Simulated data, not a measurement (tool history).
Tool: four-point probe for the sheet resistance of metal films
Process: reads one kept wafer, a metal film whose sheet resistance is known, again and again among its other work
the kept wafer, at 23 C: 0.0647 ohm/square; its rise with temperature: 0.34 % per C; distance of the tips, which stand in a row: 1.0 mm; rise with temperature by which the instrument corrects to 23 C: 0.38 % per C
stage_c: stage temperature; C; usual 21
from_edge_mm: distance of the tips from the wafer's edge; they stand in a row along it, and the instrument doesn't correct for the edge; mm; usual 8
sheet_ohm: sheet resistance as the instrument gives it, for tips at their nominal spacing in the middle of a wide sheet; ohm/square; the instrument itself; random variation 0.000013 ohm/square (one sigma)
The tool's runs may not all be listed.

run     day  stage_c  from_edge_mm  sheet_ohm
  1   0.000       21             8   0.065374
  2   1.279       21             8   0.065392
  3   1.883       21             8   0.065391
  4   2.504       21             8   0.065376
  5   3.767       21             8   0.065368
  6   4.950       21             8   0.065374
  7   5.975       21             8   0.065353
  8   6.567       21             8   0.065380
  9   7.258       21            21   0.064928
 10   8.554       21             3   0.068456
 11   9.858       21             6   0.065747
 12  11.004       21            11   0.065117
 13  11.792       21            12   0.065073
 14  12.379       21            12   0.065088
 15  13.158       21            14   0.064996
 16  14.142       21            14   0.064993
     14.896  -- stage's thermometer calibrated
 17  15.571       21            14   0.064978
 18  16.175       21            39   0.064822
 19  17.171       21            39   0.064820
 20  18.600       21            39   0.064791
 21  19.400       21            39   0.064822
 22  20.704       21             8   0.065340
     21.650  -- stage's thermometer calibrated, once more
 23  21.650       21             8   0.065416
 24  22.933       21             8   0.065451
 25  23.667       21             8   0.065440
 26  25.104       28            14   0.064856
 27  25.779       24            44   0.064826
 28  26.562       24            44   0.064804
 29  27.954       21            20   0.064976
 30  29.012       21            20   0.064969
 31  30.262       21            20   0.064991
 32  30.946       21            20   0.064964
 33  31.621       23            11   0.065122
 34  32.621       33             8   0.065066
 35  33.604       25            17   0.064847
 36  35.021       21            24   0.064922
 37  35.867       21            24   0.064905
 38  37.025       22             8   0.065364
 39  37.867       31             3   0.068176
 40  39.296       30            12   0.064834
 41  40.008       30            12   0.064867
 42  41.175       33            25   0.064560
 43  41.967       33            25   0.064570
 44  43.283       21             3   0.068487
 45  44.317       23             6   0.065732
 46  45.533       19            38   0.064930

Hidden state or all else? Some run-to-run changes of sheet_ohm, split into what the settings, what came in and random variation would give without the hidden state, and what is left for the hidden state (with any gauge scatter that isn't in both results):
The hidden state here: inner tips' distance over the nominal, %; tips' flats over new ones', %; wafer's true temperature over the reading, C; drift of the gauge itself on sheet_ohm, %.
Run 9 -> 10: from_edge_mm 21 -> 3. sheet_ohm +0.003528 ohm/square: hidden state +0.000000, all else +0.003528.
Run 16 -> 17: stage's thermometer calibrated. sheet_ohm -0.000015 ohm/square: hidden state -0.000012, all else -0.000003.
Run 22 -> 23: stage's thermometer calibrated, once more. sheet_ohm +0.000076 ohm/square: hidden state +0.000107, all else -0.000031.
Run 39 -> 40: stage_c 31 -> 30, from_edge_mm 3 -> 12. sheet_ohm -0.003342 ohm/square: hidden state -0.000009, all else -0.003333.
Run 43 -> 44: stage_c 33 -> 21, from_edge_mm 25 -> 3. sheet_ohm +0.003917 ohm/square: hidden state +0.000003, all else +0.003914.
